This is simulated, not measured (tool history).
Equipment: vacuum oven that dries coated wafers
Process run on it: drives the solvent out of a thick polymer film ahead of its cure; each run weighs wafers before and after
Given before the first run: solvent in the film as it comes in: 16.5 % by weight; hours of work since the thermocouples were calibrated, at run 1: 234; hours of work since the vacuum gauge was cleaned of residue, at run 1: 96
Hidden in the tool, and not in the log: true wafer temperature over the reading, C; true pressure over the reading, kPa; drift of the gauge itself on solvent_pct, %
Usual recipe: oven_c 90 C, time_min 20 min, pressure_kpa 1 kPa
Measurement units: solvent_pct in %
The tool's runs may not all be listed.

run,hour,oven_c,time_min,pressure_kpa,hours of work since the thermocouples were calibrated,hours of work since the vacuum gauge was cleaned of residue,solvent_pct
1,0,90,20,1,234,96,1.99
2,41.1,90,20,1,251,114,1.96
3,72.1,90,20,1,264,127,2.1
4,109.2,90,16,1,280,142,2.65
5,147.9,90,16,1,296,159,2.67
6,179.4,90,16,1,309,172,2.58
7,211.2,90,16,1,323,186,2.77
8,230.7,90,20,0.55,331,194,1.69
9,254.7,90,29,1,341,204,1.4
10,293.6,90,29,1,358,220,1.49
11,325.6,90,29,1,371,234,1.59
12,362.7,90,29,0.83,387,250,1.27
13,402.3,99,20,1,404,266,1.06
14,426.8,82,19,0.75,414,277,3.85
15,463.6,82,19,3.64,430,292,7.52
16,493.1,97,10,3.64,442,305,4.77
17,535.5,101,10,1.9,460,323,2.69

What if the next run were any one of these 5? Each begins from the tool's condition after run 17:
A,566.6,93,27,0.99,473,336,?
B,566.6,82,13,3.41,473,336,?
C,566.6,98,13,0.9,473,336,?
D,566.6,90,27,0.77,473,336,?
E,566.6,101,10,1.42,473,336,?

run,solvent_pct
A,1.23
B,8.19
C,1.82
D,1.38
E,2.34
Take away the tool's hidden state, keep each run's random variation, and the runs would have read:
run,solvent_pct
A,1.06
B,7.84
C,1.63
D,1.18
E,2.14

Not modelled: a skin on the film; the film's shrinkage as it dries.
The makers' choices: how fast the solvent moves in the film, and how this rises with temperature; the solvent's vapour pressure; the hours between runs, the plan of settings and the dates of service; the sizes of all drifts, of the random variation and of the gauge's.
